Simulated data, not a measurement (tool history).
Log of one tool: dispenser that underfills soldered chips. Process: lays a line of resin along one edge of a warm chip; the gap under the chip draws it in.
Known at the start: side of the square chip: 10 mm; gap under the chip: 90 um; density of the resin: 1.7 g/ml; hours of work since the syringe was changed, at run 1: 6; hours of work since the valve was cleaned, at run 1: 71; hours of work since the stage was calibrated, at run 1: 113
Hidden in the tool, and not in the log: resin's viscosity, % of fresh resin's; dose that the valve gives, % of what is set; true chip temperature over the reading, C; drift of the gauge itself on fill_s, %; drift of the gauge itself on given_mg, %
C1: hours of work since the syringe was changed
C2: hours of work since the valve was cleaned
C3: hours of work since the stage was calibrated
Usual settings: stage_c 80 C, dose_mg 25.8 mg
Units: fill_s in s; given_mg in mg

{"run": 1, "hour": 0.0, "stage_c": 80, "dose_mg": 25.8, "C1": 6, "C2": 71, "C3": 113, "fill_s": 125.7, "given_mg": 25.18}
{"hour": 1.9, "done": "new syringe of resin"}
{"hour": 3.6, "done": "dispensing valve cleaned and set on the balance"}
{"run": 2, "hour": 5.9, "stage_c": 80, "dose_mg": 25.8, "C1": 2, "C2": 2, "C3": 116, "fill_s": 100.2, "given_mg": 25.76}
{"run": 3, "hour": 10.5, "stage_c": 80, "dose_mg": 30.9, "C1": 6, "C2": 5, "C3": 120, "fill_s": 122.4, "given_mg": 30.85}
{"hour": 12.5, "done": "new syringe of resin"}
{"run": 4, "hour": 20.3, "stage_c": 80, "dose_mg": 30.9, "C1": 6, "C2": 12, "C3": 127, "fill_s": 124.9, "given_mg": 30.75}
{"hour": 21.9, "done": "new syringe of resin"}
{"run": 5, "hour": 26.7, "stage_c": 79, "dose_mg": 30.9, "C1": 4, "C2": 17, "C3": 131, "fill_s": 107.9, "given_mg": 30.72}
{"hour": 31.0, "done": "new syringe of resin"}
{"run": 6, "hour": 34.9, "stage_c": 70, "dose_mg": 30.9, "C1": 3, "C2": 23, "C3": 137, "fill_s": 150.6, "given_mg": 30.67}
{"hour": 40.3, "done": "new syringe of resin"}
{"run": 7, "hour": 40.9, "stage_c": 70, "dose_mg": 25.8, "C1": 0, "C2": 27, "C3": 142, "fill_s": 135.4, "given_mg": 25.57}
{"run": 8, "hour": 46.8, "stage_c": 70, "dose_mg": 26.0, "C1": 5, "C2": 32, "C3": 146, "fill_s": 181.0, "given_mg": 25.75}
{"hour": 49.3, "done": "new syringe of resin"}
{"run": 9, "hour": 53.4, "stage_c": 70, "dose_mg": 25.5, "C1": 3, "C2": 36, "C3": 151, "fill_s": 154.1, "given_mg": 25.22}
{"hour": 58.5, "done": "new syringe of resin"}
{"run": 10, "hour": 58.5, "stage_c": 80, "dose_mg": 25.8, "C1": 0, "C2": 40, "C3": 154, "fill_s": 85.7, "given_mg": 25.44}
{"hour": 68.1, "done": "new syringe of resin"}
{"run": 11, "hour": 68.9, "stage_c": 80, "dose_mg": 25.8, "C1": 1, "C2": 48, "C3": 162, "fill_s": 89.5, "given_mg": 25.37}
{"hour": 77.1, "done": "new syringe of resin"}
{"run": 12, "hour": 79.5, "stage_c": 80, "dose_mg": 30.0, "C1": 2, "C2": 55, "C3": 170, "fill_s": 97.8, "given_mg": 29.43}
{"hour": 86.7, "done": "new syringe of resin"}
{"run": 13, "hour": 88.2, "stage_c": 80, "dose_mg": 31.4, "C1": 1, "C2": 62, "C3": 176, "fill_s": 92.2, "given_mg": 30.75}
{"hour": 96.1, "done": "new syringe of resin"}
{"run": 14, "hour": 97.3, "stage_c": 89, "dose_mg": 30.9, "C1": 1, "C2": 68, "C3": 183, "fill_s": 66.5, "given_mg": 30.24}
{"hour": 104.6, "done": "dispensing valve cleaned and set on the balance"}
{"hour": 106.1, "done": "new syringe of resin"}
{"run": 15, "hour": 108.2, "stage_c": 83, "dose_mg": 23.9, "C1": 2, "C2": 3, "C3": 190, "fill_s": 87.8, "given_mg": 23.84}
{"hour": 115.1, "done": "new syringe of resin"}
{"run": 16, "hour": 115.1, "stage_c": 83, "dose_mg": 23.9, "C1": 0, "C2": 7, "C3": 195, "fill_s": 76.9, "given_mg": 23.81}
{"hour": 124.4, "done": "new syringe of resin"}
{"run": 17, "hour": 126.1, "stage_c": 71, "dose_mg": 31.7, "C1": 1, "C2": 16, "C3": 203, "fill_s": 132.9, "given_mg": 31.43}
{"run": 18, "hour": 132.9, "stage_c": 67, "dose_mg": 24.0, "C1": 6, "C2": 21, "C3": 208, "fill_s": 217.7, "given_mg": 23.75}
{"hour": 133.9, "done": "new syringe of resin"}
{"run": 19, "hour": 140.4, "stage_c": 67, "dose_mg": 24.0, "C1": 5, "C2": 26, "C3": 214, "fill_s": 200.7, "given_mg": 23.68}
{"hour": 143.3, "done": "new syringe of resin"}
{"run": 20, "hour": 145.5, "stage_c": 65, "dose_mg": 22.6, "C1": 2, "C2": 30, "C3": 217, "fill_s": 185.6, "given_mg": 22.28}
{"hour": 152.4, "done": "new syringe of resin"}
{"run": 21, "hour": 153.5, "stage_c": 65, "dose_mg": 22.6, "C1": 1, "C2": 35, "C3": 223, "fill_s": 171.1, "given_mg": 22.24}
{"run": 22, "hour": 158.0, "stage_c": 76, "dose_mg": 27.6, "C1": 4, "C2": 39, "C3": 226, "fill_s": 131.9, "given_mg": 27.13}
{"hour": 162.1, "done": "new syringe of resin"}
{"run": 23, "hour": 164.1, "stage_c": 87, "dose_mg": 28.2, "C1": 2, "C2": 43, "C3": 231, "fill_s": 74.0, "given_mg": 27.72}
{"run": 24, "hour": 170.7, "stage_c": 89, "dose_mg": 27.9, "C1": 6, "C2": 48, "C3": 236, "fill_s": 93.2, "given_mg": 27.35}
{"hour": 171.7, "done": "new syringe of resin"}
{"run": 25, "hour": 180.4, "stage_c": 89, "dose_mg": 27.9, "C1": 7, "C2": 55, "C3": 243, "fill_s": 93.7, "given_mg": 27.26}
{"hour": 181.5, "done": "new syringe of resin"}
{"run": 26, "hour": 189.1, "stage_c": 94, "dose_mg": 24.0, "C1": 6, "C2": 62, "C3": 249, "fill_s": 75.5, "given_mg": 23.43}

5 ways to go on from here, each from the tool as it stands after run 26. What would each give?
{"hour": 191.1, "done": "new syringe of resin"}
{"run": "A", "hour": 198.0, "stage_c": 88, "dose_mg": 24.4, "C1": 5, "C2": 68, "C3": 255, "fill_s": "?", "given_mg": "?"}
{"hour": 191.1, "done": "new syringe of resin"}
{"run": "B", "hour": 198.0, "stage_c": 84, "dose_mg": 29.1, "C1": 5, "C2": 68, "C3": 255, "fill_s": "?", "given_mg": "?"}
{"hour": 191.1, "done": "new syringe of resin"}
{"run": "C", "hour": 198.0, "stage_c": 95, "dose_mg": 33.4, "C1": 5, "C2": 68, "C3": 255, "fill_s": "?", "given_mg": "?"}
{"hour": 191.1, "done": "new syringe of resin"}
{"run": "D", "hour": 198.0, "stage_c": 94, "dose_mg": 24.0, "C1": 5, "C2": 68, "C3": 255, "fill_s": "?", "given_mg": "?"}
{"hour": 191.1, "done": "new syringe of resin"}
{"run": "E", "hour": 198.0, "stage_c": 66, "dose_mg": 24.0, "C1": 5, "C2": 68, "C3": 255, "fill_s": "?", "given_mg": "?"}

run=A fill_s=92.1 given_mg=23.75
run=B fill_s=103.7 given_mg=28.31
run=C fill_s=71.0 given_mg=32.56
run=D fill_s=72.5 given_mg=23.33
run=E fill_s=213.8 given_mg=23.42
Without the tool's hidden state the same runs would have given:
run=A fill_s=63.2 given_mg=24.40
run=B fill_s=71.2 given_mg=29.09
run=C fill_s=48.9 given_mg=33.45
run=D fill_s=49.7 given_mg=23.97
run=E fill_s=145.5 given_mg=24.06

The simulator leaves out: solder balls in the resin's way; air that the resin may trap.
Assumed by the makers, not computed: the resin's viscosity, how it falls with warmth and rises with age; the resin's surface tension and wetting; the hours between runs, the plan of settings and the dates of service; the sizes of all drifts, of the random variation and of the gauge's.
